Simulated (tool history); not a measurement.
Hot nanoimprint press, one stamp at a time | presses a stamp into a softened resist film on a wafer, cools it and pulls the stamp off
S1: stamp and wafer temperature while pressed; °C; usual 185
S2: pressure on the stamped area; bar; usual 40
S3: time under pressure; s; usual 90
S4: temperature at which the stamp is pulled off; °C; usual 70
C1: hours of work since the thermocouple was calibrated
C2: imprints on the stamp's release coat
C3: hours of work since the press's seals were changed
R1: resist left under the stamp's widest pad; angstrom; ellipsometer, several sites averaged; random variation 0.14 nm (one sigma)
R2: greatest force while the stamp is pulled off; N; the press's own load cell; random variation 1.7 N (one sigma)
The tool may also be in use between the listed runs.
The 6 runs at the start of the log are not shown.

run   hour   S1    S2  S3  S4   C1   C2   C3    R1   R2
  7   53.3  185    40  64  70  289  391  364  2383  151
  8   61.2  185    40  64  70  293  405  369  2382  152
      67.9  -- plate thermocouple calibrated
  9   80.2  185  51.4  90  70    7  433  378  1852  152
 10   92.6  185  51.4  90  70   14  454  385  1851  151
 11  105.9  185    40  90  70   21  477  392  2097  151
 12  113.6  185  37.7  90  70   26  491  397  2155  153
 13  121.9  185  37.7  90  70   30  505  401  2156  153
 14  134.4  185    40  90  77   37  527  408  2096  120
 15  143.9  185    40  90  63   43  544  414  2092  178
 16  158.8  185  48.3  90  69   51  570  422  1902  156
 17    166  177  33.5  90  57   55  582  426  2948  207
 18  179.8  173  43.6  90  65   63  606  434  3012  172
       181  -- gauge calibrated
 19  196.1  174  34.1  94  57   72  635  443  3203  205
 20  209.5  174  34.1  94  57   80  658  450  3197  204
 21  221.7  182  45.3  47  74   86  679  457  2759  134
 22  237.3  182  28.1  90  70   95  706  466  2738  153
 23  246.3  182  28.1  90  70  100  722  471  2731  149
 24  256.9  191  54.4  53  72  106  740  477  1796  143
 25  266.2  191  54.4  47  72  111  757  482  1882  143
 26  273.8  192  63.9  90  75  116  770  487  1283  131
 27    282  192  63.9  90  60  120  784  491  1286  194
 28  291.4  180  31.7  54  78  126  801  496  3212  120
 29  307.8  176    40  90  70  135  829  506  2839  153
 30  323.6  176    40  90  70  144  857  515  2838  150

Each row is a separate what-if for the run after 30, all from the same tool condition, not one after another. Results?
  A  330.5  185    40  152  59  148  869  518   ?   ?
  B  330.5  176  32.9   90  70  148  869  518   ?   ?
  C  330.5  176  30.2   90  70  148  869  518   ?   ?
  D  330.5  183    40   75  70  148  869  518   ?   ?

run    R1   R2
  A  1709  196
  B  3067  153
  C  3166  153
  D  2393  151
With no hidden state in the tool, these same runs would have given:
run    R1   R2
  A  1728  196
  B  3101  153
  C  3201  153
  D  2419  151
